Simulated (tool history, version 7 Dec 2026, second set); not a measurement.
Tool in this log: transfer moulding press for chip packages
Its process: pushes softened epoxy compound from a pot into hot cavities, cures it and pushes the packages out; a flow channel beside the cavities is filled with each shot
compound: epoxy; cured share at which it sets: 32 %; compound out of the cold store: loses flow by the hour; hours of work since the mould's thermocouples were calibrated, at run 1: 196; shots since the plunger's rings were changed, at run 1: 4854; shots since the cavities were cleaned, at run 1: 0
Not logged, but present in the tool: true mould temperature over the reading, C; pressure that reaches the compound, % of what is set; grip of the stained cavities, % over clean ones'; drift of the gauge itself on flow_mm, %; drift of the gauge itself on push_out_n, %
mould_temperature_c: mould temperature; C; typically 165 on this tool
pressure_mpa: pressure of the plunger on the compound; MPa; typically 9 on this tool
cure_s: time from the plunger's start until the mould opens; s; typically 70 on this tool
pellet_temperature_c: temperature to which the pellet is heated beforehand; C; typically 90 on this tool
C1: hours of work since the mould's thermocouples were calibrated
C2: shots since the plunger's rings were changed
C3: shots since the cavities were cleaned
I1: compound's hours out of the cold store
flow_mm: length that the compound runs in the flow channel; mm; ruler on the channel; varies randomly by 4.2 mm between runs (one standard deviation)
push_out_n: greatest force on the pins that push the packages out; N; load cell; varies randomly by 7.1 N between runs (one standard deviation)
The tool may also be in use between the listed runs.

Run 1, hour 0: usual settings; C1 196; C2 4854; C3 0; I1 40.9. Result: flow_mm 568 mm, push_out_n 289 N.
Run 2, hour 6.4: usual settings but cure_s 108 s; C1 200; C2 4946; C3 92; I1 44. Result: flow_mm 558 mm, push_out_n 193 N.
Run 3, hour 12.9: usual settings but cure_s 108 s; C1 204; C2 5040; C3 186; I1 13.1. Result: flow_mm 651 mm, push_out_n 212 N.
Run 4, hour 20.4: usual settings but cure_s 108 s; C1 208; C2 5149; C3 295; I1 41.3. Result: flow_mm 571 mm, push_out_n 224 N.
Run 5, hour 25.1: usual settings but cure_s 108 s; C1 211; C2 5217; C3 363; I1 35.3. Result: flow_mm 582 mm, push_out_n 248 N.
At hour 29.8: cavities cleaned with cleaning compound and waxed.
Run 6, hour 36.6: usual settings but cure_s 108 s; C1 217; C2 5362; C3 99; I1 25.6. Result: flow_mm 611 mm, push_out_n 195 N.
Run 7, hour 43.9: usual settings but cure_s 108 s; C1 221; C2 5467; C3 204; I1 42.9. Result: flow_mm 562 mm, push_out_n 218 N.
Run 8, hour 50: usual settings but cure_s 108 s; C1 225; C2 5555; C3 292; I1 30.1. Result: flow_mm 596 mm, push_out_n 230 N.
Run 9, hour 54.4: usual settings but cure_s 108 s; C1 228; C2 5618; C3 355; I1 36.6. Result: flow_mm 582 mm, push_out_n 240 N.
At hour 60: cavities cleaned with cleaning compound and waxed.
Run 10, hour 62.9: usual settings but cure_s 108 s; C1 232; C2 5720; C3 42; I1 39.2. Result: flow_mm 574 mm, push_out_n 177 N.
At hour 69.5: plunger's sealing rings changed.
Run 11, hour 70: usual settings but cure_s 108 s; C1 235; C2 7; C3 108; I1 36.6. Result: flow_mm 629 mm, push_out_n 189 N.
Run 12, hour 77.6: usual settings; C1 239; C2 118; C3 219; I1 29.1. Result: flow_mm 645 mm, push_out_n 401 N.
Run 13, hour 87.7: usual settings; C1 245; C2 263; C3 364; I1 9.5. Result: flow_mm 711 mm, push_out_n 491 N.
At hour 92.3: cavities cleaned with cleaning compound and waxed.
Run 14, hour 97.2: usual settings; C1 250; C2 379; C3 71; I1 47.6. Result: flow_mm 596 mm, push_out_n 317 N.
Run 15, hour 104.2: usual settings; C1 254; C2 480; C3 172; I1 25. Result: flow_mm 654 mm, push_out_n 397 N.
Run 16, hour 111.2: usual settings but mould_temperature_c 169 C, pressure_mpa 9.28 MPa; C1 258; C2 581; C3 273; I1 41.3. Result: flow_mm 607 mm, push_out_n 304 N.
At hour 122.5: cavities cleaned with cleaning compound and waxed.
Run 17, hour 122.7: usual settings but pressure_mpa 9.49 MPa, pellet_temperature_c 82 C; C1 264; C2 726; C3 4; I1 27.7. Result: flow_mm 668 mm, push_out_n 310 N.
Run 18, hour 128.4: usual settings but pressure_mpa 9.49 MPa, pellet_temperature_c 82 C; C1 268; C2 808; C3 86; I1 28.6. Result: flow_mm 665 mm, push_out_n 353 N.
Run 19, hour 138.1: usual settings but mould_temperature_c 167 C, cure_s 90 s, pellet_temperature_c 96 C; C1 273; C2 948; C3 226; I1 26.5. Result: flow_mm 644 mm, push_out_n 221 N.
Run 20, hour 143.8: usual settings but mould_temperature_c 164 C, pressure_mpa 9.63 MPa, pellet_temperature_c 97 C; C1 277; C2 1030; C3 308; I1 47.9. Result: flow_mm 604 mm, push_out_n 409 N.
At hour 152.2: cavities cleaned with cleaning compound and waxed.
Run 21, hour 155: usual settings but pressure_mpa 8.6 MPa; C1 283; C2 1170; C3 40; I1 41. Result: flow_mm 592 mm, push_out_n 294 N.
Run 22, hour 160.9: usual settings but mould_temperature_c 161 C, pressure_mpa 9.74 MPa, cure_s 52 s, pellet_temperature_c 96 C; C1 286; C2 1255; C3 125; I1 24.6. Result: flow_mm 693 mm, push_out_n 843 N.
Run 23, hour 167.6: usual settings but mould_temperature_c 162 C, pressure_mpa 9.74 MPa, cure_s 52 s, pellet_temperature_c 96 C; C1 290; C2 1353; C3 223; I1 38.1. Result: flow_mm 645 mm, push_out_n 810 N.
Run 24, hour 173.3: usual settings but mould_temperature_c 160 C, cure_s 108 s; C1 293; C2 1435; C3 305; I1 34.3. Result: flow_mm 642 mm, push_out_n 248 N.
At hour 182.5: cavities cleaned with cleaning compound and waxed.
Run 25, hour 184.1: usual settings but mould_temperature_c 168 C, pressure_mpa 8.23 MPa, cure_s 85 s; C1 299; C2 1570; C3 23; I1 24.2. Result: flow_mm 616 mm, push_out_n 194 N.
Run 26, hour 193.2: usual settings but mould_temperature_c 160 C, cure_s 68 s; C1 304; C2 1702; C3 155; I1 13.8. Result: flow_mm 700 mm, push_out_n 627 N.
Run 27, hour 200.8: usual settings but mould_temperature_c 161 C, pressure_mpa 9.78 MPa, cure_s 97 s; C1 309; C2 1811; C3 264; I1 15.6. Result: flow_mm 716 mm, push_out_n 280 N.

Each row is a separate what-if for the run after 27, all from the same tool condition, not one after another. Results?
Run A, hour 210.5: usual settings but mould_temperature_c 158 C, pressure_mpa 9.78 MPa, cure_s 97 s; C1 315; C2 1951; C3 404; I1 33.4. Result: flow_mm ?, push_out_n ?.
Run B, hour 210.5: usual settings but pellet_temperature_c 98 C; C1 315; C2 1951; C3 404; I1 33.3. Result: flow_mm ?, push_out_n ?.
Run C, hour 210.5: usual settings but mould_temperature_c 168 C, cure_s 108 s; C1 315; C2 1951; C3 404; I1 43.2. Result: flow_mm ?, push_out_n ?.
Run D, hour 210.5: usual settings but mould_temperature_c 158 C, pressure_mpa 10.09 MPa, pellet_temperature_c 88 C; C1 315; C2 1951; C3 404; I1 28.6. Result: flow_mm ?, push_out_n ?.

run  flow_mm  push_out_n
  A      666         363
  B      619         432
  C      593         242
  D      691         785
Take away the tool's hidden state, keep each run's random variation, and the runs would have read:
run  flow_mm  push_out_n
  A      687         244
  B      638         292
  C      610         159
  D      713         525

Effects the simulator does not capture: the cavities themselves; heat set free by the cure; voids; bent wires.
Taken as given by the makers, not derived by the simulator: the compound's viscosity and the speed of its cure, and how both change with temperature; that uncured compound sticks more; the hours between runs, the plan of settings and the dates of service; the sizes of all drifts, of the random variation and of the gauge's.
